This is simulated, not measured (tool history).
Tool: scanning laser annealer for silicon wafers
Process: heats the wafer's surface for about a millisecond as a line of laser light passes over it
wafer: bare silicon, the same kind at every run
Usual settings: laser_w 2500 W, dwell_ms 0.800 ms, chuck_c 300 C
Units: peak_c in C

run	hour	laser_w	dwell_ms	chuck_c	peak_c
1	0.0	2500	0.800	300	996
2	29.4	2500	0.800	300	996
3	64.6	2500	0.800	324	1013
4	97.2	2500	0.800	324	1015
5	133.7	2500	0.629	300	923
6	158.3	2500	0.629	300	918
7	183.1	2500	0.800	300	988
8	228.9	2500	0.800	300	984
9	269.6	2500	0.800	300	987
10	293.1	2500	0.800	300	982
11	312.8	2500	0.800	300	984
12	340.3	2500	0.800	300	984
13	361.9	2500	0.800	300	981
14	403.4	2500	0.800	300	982
15	435.4	2500	0.769	300	970
16	482.3	2500	0.769	300	971
17	503.8	2500	0.769	300	966
18	523.7	2500	0.769	300	965
19	546.7	2474	0.800	300	972
20	584.2	2677	0.800	300	1033
21	615.7	2660	0.593	273	907
22	646.3	2660	0.593	273	908
# hour 654.9: window over the wafer cleaned
23	676.9	2621	0.800	300	1036
24	705.5	2621	0.800	300	1033
25	739.3	2210	0.800	288	889
26	782.9	2145	0.800	298	879
27	817.1	2145	0.800	298	875
28	856.6	2145	0.800	298	872
29	887.1	2145	0.800	298	875
30	922.2	2560	0.751	274	960
31	945.4	2702	0.756	339	1073
32	983.2	2702	0.756	339	1070
33	1005.0	2130	0.809	300	868
34	1045.6	2130	0.710	300	837
35	1070.1	2130	0.710	300	836
36	1106.0	2332	0.993	335	1025
37	1146.0	2540	0.679	336	981
38	1172.1	2189	0.655	300	831
39	1217.4	2358	0.827	300	942

Forecast each of these 4 alternatives for the next run:
A	1265.5	2500	0.729	300	?
B	1265.5	2284	0.800	289	?
C	1265.5	2336	0.572	333	?
D	1265.5	2358	0.874	317	?

run	peak_c
A	945
B	897
C	874
D	974
Without the tool's hidden state the same runs would have given:
run	peak_c
A	981
B	931
C	904
D	1011
